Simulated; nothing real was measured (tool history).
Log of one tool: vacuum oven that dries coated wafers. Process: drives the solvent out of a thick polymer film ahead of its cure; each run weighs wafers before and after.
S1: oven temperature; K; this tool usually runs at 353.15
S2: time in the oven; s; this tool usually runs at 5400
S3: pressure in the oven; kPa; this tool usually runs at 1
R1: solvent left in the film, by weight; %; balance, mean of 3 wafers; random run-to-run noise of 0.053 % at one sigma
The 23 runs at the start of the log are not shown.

| run | hour | S1 | S2 | S3 | R1 |
|---|---|---|---|---|---|
| 24 | 1049.8 | 350.15 | 2880 | 1.77 | 5.2 |
| 25 | 1100.5 | 341.15 | 4140 | 1.21 | 6.1 |
| 26 | 1163.6 | 346.15 | 4920 | 2 | 4.66 |
| 27 | 1201.8 | 364.15 | 4920 | 2.64 | 1.95 |
| 28 | 1258.9 | 355.15 | 5160 | 0.7 | 1.19 |
| 29 | 1287.3 | 355.15 | 8520 | 0.7 | 0.71 |
| 30 | 1330.9 | 355.15 | 8520 | 0.7 | 0.78 |
| 31 | 1370.6 | 341.15 | 2760 | 0.7 | 7.34 |
| 32 | 1416.4 | 341.15 | 2760 | 0.7 | 7.31 |
| 33 | 1445.7 | 353.15 | 4440 | 0.69 | 1.75 |
| 34 | 1472.9 | 353.15 | 4440 | 0.69 | 1.74 |
| 35 | 1528 | 354.15 | 2760 | 0.55 | 2.92 |
| 36 | 1585.9 | 353.15 | 5400 | 0.56 | 1.19 |
| 37 | 1640.4 | 355.15 | 8700 | 0.63 | 0.82 |
| 38 | 1683.9 | 355.15 | 8700 | 0.63 | 0.72 |
| 39 | 1714.3 | 346.15 | 8700 | 1.89 | 3.28 |
| 40 | 1741.6 | 353.15 | 5400 | 1.45 | 2.14 |
| 41 | 1788 | 359.15 | 5400 | 1.45 | 1.34 |
| 42 | 1828.9 | 351.15 | 5400 | 1 | 1.97 |
| 43 | 1895.9 | 343.15 | 5400 | 1 | 3.8 |
| 44 | 1929.3 | 343.15 | 5400 | 2.22 | 5.81 |
| 45 | 1974.3 | 362.15 | 5400 | 1.03 | 0.94 |

What if the next run were any one of these 4? Each begins from the tool's condition after run 45:
| A | 2033.1 | 353.15 | 8820 | 0.54 | ? |
| B | 2033.1 | 344.15 | 7740 | 1.57 | ? |
| C | 2033.1 | 350.15 | 3300 | 3.99 | ? |
| D | 2033.1 | 366.15 | 5400 | 0.81 | ? |

| run | R1 |
|---|---|
| A | 0.75 |
| B | 3.27 |
| C | 7.08 |
| D | 0.57 |
With the hidden condition removed and each run's random variation left untouched, the same runs would have given:
| run | R1 |
|---|---|
| A | 0.71 |
| B | 3.24 |
| C | 7.06 |
| D | 0.55 |

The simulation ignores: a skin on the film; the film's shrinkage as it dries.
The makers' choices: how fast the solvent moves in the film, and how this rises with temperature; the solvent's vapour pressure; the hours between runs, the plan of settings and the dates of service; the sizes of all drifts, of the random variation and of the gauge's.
